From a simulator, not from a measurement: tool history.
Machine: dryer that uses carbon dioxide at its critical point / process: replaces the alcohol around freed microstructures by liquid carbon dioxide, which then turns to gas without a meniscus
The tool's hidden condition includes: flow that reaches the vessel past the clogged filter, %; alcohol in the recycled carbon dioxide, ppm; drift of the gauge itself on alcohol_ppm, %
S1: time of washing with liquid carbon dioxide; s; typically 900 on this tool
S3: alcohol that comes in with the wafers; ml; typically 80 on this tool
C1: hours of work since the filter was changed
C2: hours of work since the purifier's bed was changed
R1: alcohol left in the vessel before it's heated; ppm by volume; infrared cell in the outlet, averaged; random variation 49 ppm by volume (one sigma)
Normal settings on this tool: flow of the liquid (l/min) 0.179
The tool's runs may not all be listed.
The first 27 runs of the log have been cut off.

{"run": 28, "hour": 192.1, "S1": 900, "flow of the liquid (l/min)": 0.216, "S3": 56, "C1": 21, "C2": 201, "R1": 1068}
{"run": 29, "hour": 200.3, "S1": 720, "flow of the liquid (l/min)": 0.142, "S3": 25, "C1": 27, "C2": 206, "R1": 4403}
{"run": 30, "hour": 208.1, "S1": 720, "flow of the liquid (l/min)": 0.242, "S3": 47, "C1": 31, "C2": 211, "R1": 1420}
{"run": 31, "hour": 214.2, "S1": 1200, "flow of the liquid (l/min)": 0.293, "S3": 78, "C1": 35, "C2": 215, "R1": 50}
{"run": 32, "hour": 220.4, "S1": 900, "flow of the liquid (l/min)": 0.197, "S3": 90, "C1": 39, "C2": 219, "R1": 2688}
{"run": 33, "hour": 226.6, "S1": 900, "flow of the liquid (l/min)": 0.197, "S3": 34, "C1": 43, "C2": 223, "R1": 1043}
{"run": 34, "hour": 233.4, "S1": 660, "flow of the liquid (l/min)": 0.154, "S3": 29, "C1": 47, "C2": 227, "R1": 5446}
{"run": 35, "hour": 240.8, "S1": 660, "flow of the liquid (l/min)": 0.154, "S3": 29, "C1": 52, "C2": 232, "R1": 5523}
{"run": 36, "hour": 245.5, "S1": 1200, "flow of the liquid (l/min)": 0.159, "S3": 54, "C1": 55, "C2": 235, "R1": 1304}
{"run": 37, "hour": 252.0, "S1": 1200, "flow of the liquid (l/min)": 0.159, "S3": 54, "C1": 59, "C2": 239, "R1": 1338}
{"run": 38, "hour": 262.5, "S1": 1140, "flow of the liquid (l/min)": 0.163, "S3": 92, "C1": 66, "C2": 245, "R1": 2557}
{"run": 39, "hour": 266.9, "S1": 1140, "flow of the liquid (l/min)": 0.163, "S3": 92, "C1": 69, "C2": 248, "R1": 2514}
{"run": 40, "hour": 272.1, "S1": 1380, "flow of the liquid (l/min)": 0.165, "S3": 61, "C1": 72, "C2": 252, "R1": 667}
{"run": 41, "hour": 277.1, "S1": 1380, "flow of the liquid (l/min)": 0.165, "S3": 61, "C1": 75, "C2": 255, "R1": 679}
{"run": 42, "hour": 282.0, "S1": 1020, "flow of the liquid (l/min)": 0.165, "S3": 61, "C1": 78, "C2": 258, "R1": 2636}
{"run": 43, "hour": 292.0, "S1": 1380, "flow of the liquid (l/min)": 0.18, "S3": 22, "C1": 84, "C2": 264, "R1": 173}
{"run": 44, "hour": 296.7, "S1": 1380, "flow of the liquid (l/min)": 0.218, "S3": 34, "C1": 87, "C2": 267, "R1": 89}

Forecast each of these 4 alternatives for the next run:
{"run": "A", "hour": 307.1, "S1": 660, "flow of the liquid (l/min)": 0.188, "S3": 78, "C1": 94, "C2": 274, "R1": "?"}
{"run": "B", "hour": 307.1, "S1": 900, "flow of the liquid (l/min)": 0.179, "S3": 37, "C1": 94, "C2": 274, "R1": "?"}
{"run": "C", "hour": 307.1, "S1": 1320, "flow of the liquid (l/min)": 0.218, "S3": 63, "C1": 94, "C2": 274, "R1": "?"}
{"run": "D", "hour": 307.1, "S1": 840, "flow of the liquid (l/min)": 0.217, "S3": 76, "C1": 94, "C2": 274, "R1": "?"}

run=A R1=9403
run=B R1=1915
run=C R1=199
run=D R1=2363
With no hidden state in the tool, these same runs would have given:
run=A R1=7773
run=B R1=1487
run=C R1=119
run=D R1=1775
